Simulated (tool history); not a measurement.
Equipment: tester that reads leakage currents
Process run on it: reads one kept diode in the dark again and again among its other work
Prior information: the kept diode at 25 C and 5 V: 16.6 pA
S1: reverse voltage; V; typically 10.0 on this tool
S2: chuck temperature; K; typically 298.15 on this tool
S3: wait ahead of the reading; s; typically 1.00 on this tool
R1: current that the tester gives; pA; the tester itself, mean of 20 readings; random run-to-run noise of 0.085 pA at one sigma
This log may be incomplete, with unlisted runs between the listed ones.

| run | hour | S1 | S2 | S3 | R1 |
|---|---|---|---|---|---|
| 1 | 0.0 | 10.0 | 298.15 | 1.00 | 36.91 |
| 2 | 160.4 | 10.0 | 298.15 | 1.00 | 38.76 |
| 3 | 281.7 | 10.0 | 298.15 | 1.00 | 39.87 |
| 4 | 355.5 | 10.0 | 298.15 | 1.00 | 40.47 |
| 5 | 460.3 | 10.0 | 298.15 | 1.00 | 41.61 |
| 6 | 547.5 | 10.0 | 298.15 | 1.00 | 42.50 |
| 7 | 687.2 | 10.0 | 298.15 | 1.00 | 44.16 |
|  | 700.0 | probe card cleaned and baked |
| 8 | 824.9 | 10.0 | 298.15 | 1.00 | 24.78 |
| 9 | 942.6 | 10.0 | 298.15 | 1.00 | 25.75 |
| 10 | 1079.0 | 10.0 | 298.15 | 1.00 | 27.19 |
| 11 | 1152.4 | 10.0 | 298.15 | 1.00 | 27.99 |
| 12 | 1310.1 | 10.0 | 298.15 | 1.00 | 29.63 |
| 13 | 1436.1 | 12.5 | 316.15 | 8.18 | 122.71 |
| 14 | 1501.5 | 6.3 | 301.15 | 1.00 | 30.66 |
| 15 | 1626.0 | 6.3 | 301.15 | 1.00 | 31.24 |
|  | 1676.3 | tester calibrated |
| 16 | 1730.3 | 10.0 | 304.15 | 0.39 | 50.77 |
| 17 | 1859.8 | 10.0 | 298.15 | 0.47 | 35.80 |
| 18 | 2000.2 | 10.0 | 298.15 | 0.47 | 37.57 |
| 19 | 2096.9 | 12.3 | 300.15 | 0.80 | 46.91 |
| 20 | 2165.2 | 12.3 | 300.15 | 0.80 | 47.65 |
| 21 | 2326.3 | 3.9 | 300.15 | 4.26 | 25.20 |

The same runs without the tool's hidden state, with the same run-to-run variation:
The hidden state here: stray current of the dirty probe card, pA a volt; current scale over the true one, %; true chuck temperature over the reading, C; drift of the gauge itself on leakage_pa, %.
| run | R1 |
|---|---|
| 1 | 22.73 |
| 2 | 22.80 |
| 3 | 22.76 |
| 4 | 22.72 |
| 5 | 22.76 |
| 6 | 22.80 |
| 7 | 22.98 |
| 8 | 22.82 |
| 9 | 22.62 |
| 10 | 22.68 |
| 11 | 22.70 |
| 12 | 22.76 |
| 13 | 108.78 |
| 14 | 24.64 |
| 15 | 24.48 |
| 16 | 39.81 |
| 17 | 24.13 |
| 18 | 24.36 |
| 19 | 29.66 |
| 20 | 29.62 |
| 21 | 18.35 |

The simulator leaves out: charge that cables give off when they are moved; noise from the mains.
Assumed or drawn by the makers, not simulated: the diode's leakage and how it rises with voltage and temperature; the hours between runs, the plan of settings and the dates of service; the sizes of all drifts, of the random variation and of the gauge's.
